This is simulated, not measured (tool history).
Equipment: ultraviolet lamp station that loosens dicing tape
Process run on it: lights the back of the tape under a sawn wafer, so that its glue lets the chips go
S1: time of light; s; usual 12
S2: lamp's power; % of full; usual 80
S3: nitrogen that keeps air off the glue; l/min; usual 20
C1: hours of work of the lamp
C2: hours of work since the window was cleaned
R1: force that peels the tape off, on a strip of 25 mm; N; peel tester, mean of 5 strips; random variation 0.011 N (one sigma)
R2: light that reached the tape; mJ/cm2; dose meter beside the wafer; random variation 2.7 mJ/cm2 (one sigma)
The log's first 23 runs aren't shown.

run,day,S1,S2,S3,C1,C2,R1,R2
24,42.438,6,60,11,871,115,3.625,142
25,44.317,6,60,11,895,139,3.462,139
26,45.912,12,96,28,915,160,0.320,452
27,47.492,9,93,20,935,180,0.679,329
28,50.204,9,93,20,970,214,0.661,326
29,52.429,9,93,20,998,243,0.639,325
30,53.975,10,93,20,1018,262,0.539,361
31,56.012,14,92,15,1044,288,0.364,505
32,58.783,14,92,15,1079,324,0.375,501
33,60.117,14,92,15,1096,341,0.376,502
34,62.400,14,92,15,1126,370,0.360,506
35,64.804,14,92,15,1156,400,0.361,505
# day 66.712: window cleaned of glue's vapour
36,66.975,18,80,11,1184,3,0.371,558
37,68.800,18,80,8,1207,27,0.450,561
38,70.312,18,80,8,1226,46,0.445,556
39,72.529,17,80,25,1254,74,0.287,529
40,74.617,12,93,39,1281,101,0.297,430
41,76.050,12,68,9,1299,119,1.246,319
42,78.538,12,95,9,1331,151,0.671,446

Each row is a separate what-if for the run after 42, all from the same tool condition, not one after another. Results?
A,79.900,11,80,20,1348,168,?,?
B,79.900,12,88,13,1348,168,?,?
C,79.900,12,95,9,1348,168,?,?
D,79.900,12,95,12,1348,168,?,?

run,R1,R2
A,0.597,344
B,0.563,408
C,0.650,448
D,0.508,441
Had the tool no hidden state, the same runs would have come out as:
run,R1,R2
A,0.592,345
B,0.558,410
C,0.644,450
D,0.504,443
